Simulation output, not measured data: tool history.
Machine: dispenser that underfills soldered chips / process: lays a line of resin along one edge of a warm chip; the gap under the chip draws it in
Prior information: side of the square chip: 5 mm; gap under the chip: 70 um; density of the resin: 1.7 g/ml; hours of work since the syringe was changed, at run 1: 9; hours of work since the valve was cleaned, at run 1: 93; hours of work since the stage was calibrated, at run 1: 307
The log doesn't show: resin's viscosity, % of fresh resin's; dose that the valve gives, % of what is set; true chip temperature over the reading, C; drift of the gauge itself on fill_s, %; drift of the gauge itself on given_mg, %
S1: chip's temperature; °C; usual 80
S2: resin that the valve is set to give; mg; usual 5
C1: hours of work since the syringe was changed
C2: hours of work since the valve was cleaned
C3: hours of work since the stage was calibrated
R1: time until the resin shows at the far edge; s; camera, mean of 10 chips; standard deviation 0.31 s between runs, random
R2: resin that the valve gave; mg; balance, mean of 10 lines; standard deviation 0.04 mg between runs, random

run    day  S1    S2  C1   C2   C3    R1    R2
  1      0  80     5   9   93  307  10.3  4.79
     0.096  -- new syringe of resin
  2  0.254  94     5   3   97  311   5.2  4.71
  3  0.638  68     5  10  104  318  17.2  4.72
     0.692  -- new syringe of resin
  4  0.858  68  4.43   3  107  322  13.1  4.16
     1.283  -- new syringe of resin
  5  1.329  68  4.43   1  115  330    13  4.18
  6  1.704  68  4.43   7  122  336  17.2  4.09
     1.871  -- new syringe of resin
  7  2.175  68  4.43   5  130  345  14.5   4.1
     2.479  -- new syringe of resin
  8  2.558  80     5   1  137  351   8.7  4.64
  9    2.9  80     5   7  143  357  10.6  4.65
     2.996  -- dispensing valve cleaned and set on the balance
     3.117  -- new syringe of resin
 10    3.3  80     5   3    5  363   9.3  4.95
 11  3.658  80  5.08  10   11  370  11.2  4.96
     3.725  -- new syringe of resin
 12  3.971  80  5.08   4   17  375   9.3  4.97
     4.325  -- new syringe of resin
 13  4.408  86     5   1   24  382   6.5  4.95
 14  4.788  86     5   8   31  389   8.9  4.94
     4.917  -- new syringe of resin
 15    5.1  67  4.64   3   36  394  14.3  4.56
 16  5.417  90     5   9   42  400   7.7  4.88
     5.542  -- new syringe of resin
 17    5.9  94  5.17   6   50  408   6.4  5.16
     6.129  -- new syringe of resin
 18  6.188  81  5.17   1   55  413     8  5.05
 19  6.529  81  5.09   7   61  419  10.1  4.86
     6.733  -- new syringe of resin
 20  7.017  77   4.7   5   70  428  10.3  4.57
     7.338  -- new syringe of resin
 21  7.417  77   4.7   1   76  435   9.2  4.51
 22  7.692  77   4.7   6   81  439  11.9  4.53
     7.929  -- new syringe of resin
 23  8.021  80   5.4   2   87  445   8.3  5.13
     8.517  -- new syringe of resin
 24  8.517  80   5.4   0   95  454   8.1  5.15
 25  8.721  92  4.91   4   99  457   6.1  4.68
 26  9.025  92  4.91   9  104  463   7.6  4.63

Below, some changes in R1 between adjacent runs. For each, the amount present without the hidden state too (settings, incoming material, random variation) and the amount remaining for the hidden state with gauge scatter not shared by both compared results:
Run 2 -> 3: S1 94 -> 68. R1 +12 s: hidden state +5, all else +7.
Run 5 -> 6: nothing adjusted, nothing logged. R1 +4.2 s: hidden state +3.6, all else +0.6.
Run 15 -> 16: S1 67 -> 90, S2 4.64 -> 5. R1 -6.6 s: hidden state -0.5, all else -6.1.

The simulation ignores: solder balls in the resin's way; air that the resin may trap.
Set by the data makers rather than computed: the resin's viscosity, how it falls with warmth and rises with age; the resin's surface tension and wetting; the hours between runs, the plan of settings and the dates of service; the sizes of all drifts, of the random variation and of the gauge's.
